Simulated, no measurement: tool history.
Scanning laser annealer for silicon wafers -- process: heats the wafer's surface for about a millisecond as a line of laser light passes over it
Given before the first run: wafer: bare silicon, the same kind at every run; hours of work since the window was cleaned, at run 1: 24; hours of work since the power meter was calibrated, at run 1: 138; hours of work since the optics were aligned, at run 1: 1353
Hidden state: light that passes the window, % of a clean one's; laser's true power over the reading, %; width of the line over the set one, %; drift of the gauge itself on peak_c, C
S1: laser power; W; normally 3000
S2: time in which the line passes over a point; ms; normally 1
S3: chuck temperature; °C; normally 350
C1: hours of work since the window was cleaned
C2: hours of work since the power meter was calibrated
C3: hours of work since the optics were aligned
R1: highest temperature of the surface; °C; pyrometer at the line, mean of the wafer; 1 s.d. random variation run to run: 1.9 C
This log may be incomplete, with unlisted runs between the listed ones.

run 1 hour=0 | S1=3000 S2=1 S3=350 | C1=24 C2=138 C3=1353 | R1=1087
run 2 hour=8.1 | S1=3000 S2=1 S3=368 | C1=28 C2=142 C3=1358 | R1=1107
run 3 hour=12.4 | S1=3000 S2=1 S3=368 | C1=31 C2=145 C3=1360 | R1=1108
run 4 hour=19.1 | S1=3000 S2=1 S3=368 | C1=35 C2=149 C3=1364 | R1=1105
run 5 hour=23.9 | S1=3000 S2=1 S3=368 | C1=37 C2=152 C3=1367 | R1=1106
run 6 hour=31.2 | S1=3000 S2=1.07 S3=368 | C1=42 C2=156 C3=1371 | R1=1133
run 7 hour=39.9 | S1=3000 S2=1.07 S3=368 | C1=47 C2=161 C3=1376 | R1=1137
run 8 hour=48.9 | S1=3000 S2=1 S3=350 | C1=52 C2=166 C3=1381 | R1=1087
run 9 hour=56.8 | S1=3000 S2=1 S3=350 | C1=57 C2=171 C3=1386 | R1=1089
run 10 hour=61.3 | S1=3172 S2=0.79 S3=347 | C1=59 C2=173 C3=1389 | R1=1038
run 11 hour=67.3 | S1=2853 S2=0.98 S3=342 | C1=63 C2=177 C3=1392 | R1=1035
run 12 hour=76.8 | S1=3212 S2=1.05 S3=350 | C1=68 C2=182 C3=1398 | R1=1170
run 13 hour=83.9 | S1=3101 S2=0.78 S3=343 | C1=72 C2=186 C3=1402 | R1=1010
run 14 hour=88.4 | S1=2682 S2=1.23 S3=343 | C1=75 C2=189 C3=1404 | R1=1072
run 15 hour=96.1 | S1=2854 S2=1 S3=386 | C1=79 C2=194 C3=1409 | R1=1083
run 16 hour=101.4 | S1=3011 S2=0.72 S3=367 | C1=83 C2=197 C3=1412 | R1=989
run 17 hour=111.1 | S1=2784 S2=1.02 S3=358 | C1=88 C2=202 C3=1418 | R1=1043

Below are 5 alternative next runs, each starting from the tool's condition after run 17. Predict each:
run A hour=121.4 | S1=2804 S2=0.76 S3=350 | C1=94 C2=208 C3=1424 | R1=?
run B hour=121.4 | S1=3000 S2=0.75 S3=317 | C1=94 C2=208 C3=1424 | R1=?
run C hour=121.4 | S1=2784 S2=1.23 S3=358 | C1=94 C2=208 C3=1424 | R1=?
run D hour=121.4 | S1=3000 S2=1.06 S3=386 | C1=94 C2=208 C3=1424 | R1=?
run E hour=121.4 | S1=2683 S2=0.99 S3=358 | C1=94 C2=208 C3=1424 | R1=?

run=A R1=939
run=B R1=948
run=C R1=1118
run=D R1=1146
run=E R1=1004
Take away the tool's hidden state, keep each run's random variation, and the runs would have read:
run=A R1=945
run=B R1=954
run=C R1=1126
run=D R1=1154
run=E R1=1011
